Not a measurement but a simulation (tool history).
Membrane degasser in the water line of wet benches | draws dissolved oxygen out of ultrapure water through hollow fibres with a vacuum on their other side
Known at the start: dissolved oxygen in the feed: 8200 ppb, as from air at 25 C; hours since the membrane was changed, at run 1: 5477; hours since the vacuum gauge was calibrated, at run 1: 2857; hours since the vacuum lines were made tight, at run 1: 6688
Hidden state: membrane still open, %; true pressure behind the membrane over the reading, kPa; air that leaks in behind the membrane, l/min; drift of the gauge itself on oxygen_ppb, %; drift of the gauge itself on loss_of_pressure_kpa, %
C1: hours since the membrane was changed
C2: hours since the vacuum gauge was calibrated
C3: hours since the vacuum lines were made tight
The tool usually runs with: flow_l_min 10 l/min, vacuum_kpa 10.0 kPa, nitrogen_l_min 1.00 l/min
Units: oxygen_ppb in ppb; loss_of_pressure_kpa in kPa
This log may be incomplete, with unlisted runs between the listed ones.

Run 1, day 0.000: usual settings; C1 5477; C2 2857; C3 6688. Result: oxygen_ppb 416.0 ppb, loss_of_pressure_kpa 31.47 kPa.
Run 2, day 5.633: usual settings; C1 5612; C2 2992; C3 6824. Result: oxygen_ppb 405.4 ppb, loss_of_pressure_kpa 31.32 kPa.
Run 3, day 13.971: usual settings; C1 5812; C2 3192; C3 7024. Result: oxygen_ppb 413.2 ppb, loss_of_pressure_kpa 31.57 kPa.
Run 4, day 19.033: usual settings; C1 5934; C2 3313; C3 7145. Result: oxygen_ppb 414.4 ppb, loss_of_pressure_kpa 31.68 kPa.
At day 22.329: seals of the vacuum lines changed.
Run 5, day 27.692: usual settings; C1 6139; C2 3519; C3 129. Result: oxygen_ppb 407.4 ppb, loss_of_pressure_kpa 31.49 kPa.
Run 6, day 32.567: usual settings; C1 6256; C2 3636; C3 246. Result: oxygen_ppb 416.8 ppb, loss_of_pressure_kpa 31.52 kPa.
Run 7, day 40.125: usual settings; C1 6438; C2 3818; C3 427. Result: oxygen_ppb 400.0 ppb, loss_of_pressure_kpa 31.47 kPa.
Run 8, day 47.654: usual settings but nitrogen_l_min 1.49 l/min; C1 6619; C2 3998; C3 608. Result: oxygen_ppb 365.3 ppb, loss_of_pressure_kpa 31.86 kPa.
Run 9, day 55.588: usual settings but nitrogen_l_min 1.49 l/min; C1 6809; C2 4189; C3 798. Result: oxygen_ppb 364.7 ppb, loss_of_pressure_kpa 31.68 kPa.
Run 10, day 62.912: usual settings but flow_l_min 11 l/min; C1 6985; C2 4364; C3 974. Result: oxygen_ppb 473.4 ppb, loss_of_pressure_kpa 34.75 kPa.
Run 11, day 67.962: usual settings but vacuum_kpa 10.8 kPa; C1 7106; C2 4486; C3 1095. Result: oxygen_ppb 433.4 ppb, loss_of_pressure_kpa 31.97 kPa.
Run 12, day 73.992: usual settings but flow_l_min 13 l/min; C1 7251; C2 4630; C3 1240. Result: oxygen_ppb 604.2 ppb, loss_of_pressure_kpa 41.36 kPa.
At day 74.779: vacuum gauge calibrated.
Run 13, day 78.271: usual settings but flow_l_min 6 l/min, vacuum_kpa 13.3 kPa, nitrogen_l_min 0.61 l/min; C1 7353; C2 84; C3 1342. Result: oxygen_ppb 311.6 ppb, loss_of_pressure_kpa 18.95 kPa.
Run 14, day 83.196: usual settings but flow_l_min 12 l/min, vacuum_kpa 24.6 kPa, nitrogen_l_min 1.08 l/min; C1 7471; C2 202; C3 1460. Result: oxygen_ppb 867.5 ppb, loss_of_pressure_kpa 38.39 kPa.
Run 15, day 89.354: usual settings but flow_l_min 11 l/min, vacuum_kpa 9.5 kPa; C1 7619; C2 350; C3 1608. Result: oxygen_ppb 465.7 ppb, loss_of_pressure_kpa 34.65 kPa.
Run 16, day 96.746: usual settings but flow_l_min 11 l/min, vacuum_kpa 9.5 kPa, nitrogen_l_min 2.98 l/min; C1 7796; C2 527; C3 1786. Result: oxygen_ppb 371.9 ppb, loss_of_pressure_kpa 34.95 kPa.
Run 17, day 100.929: usual settings but flow_l_min 11 l/min, vacuum_kpa 9.5 kPa, nitrogen_l_min 2.98 l/min; C1 7897; C2 628; C3 1886. Result: oxygen_ppb 375.6 ppb, loss_of_pressure_kpa 35.11 kPa.
Run 18, day 105.071: usual settings but flow_l_min 11 l/min, nitrogen_l_min 1.52 l/min; C1 7996; C2 727; C3 1985. Result: oxygen_ppb 424.4 ppb, loss_of_pressure_kpa 35.20 kPa.
Run 19, day 114.225: usual settings but flow_l_min 11 l/min, nitrogen_l_min 1.52 l/min; C1 8216; C2 947; C3 2205. Result: oxygen_ppb 428.1 ppb, loss_of_pressure_kpa 35.47 kPa.

Predict the results of run 20:
At day 117.358: vacuum gauge calibrated, once more.
Run 20, day 120.242: usual settings but flow_l_min 11 l/min, nitrogen_l_min 1.52 l/min; C1 8360; C2 69; C3 2349. Result: oxygen_ppb ?, loss_of_pressure_kpa ?.

Run 20 yielded oxygen_ppb 435.5 ppb, loss_of_pressure_kpa 35.29 kPa.
Without the tool's hidden state the same run would have given oxygen_ppb 396.0 ppb, loss_of_pressure_kpa 33.95 kPa.
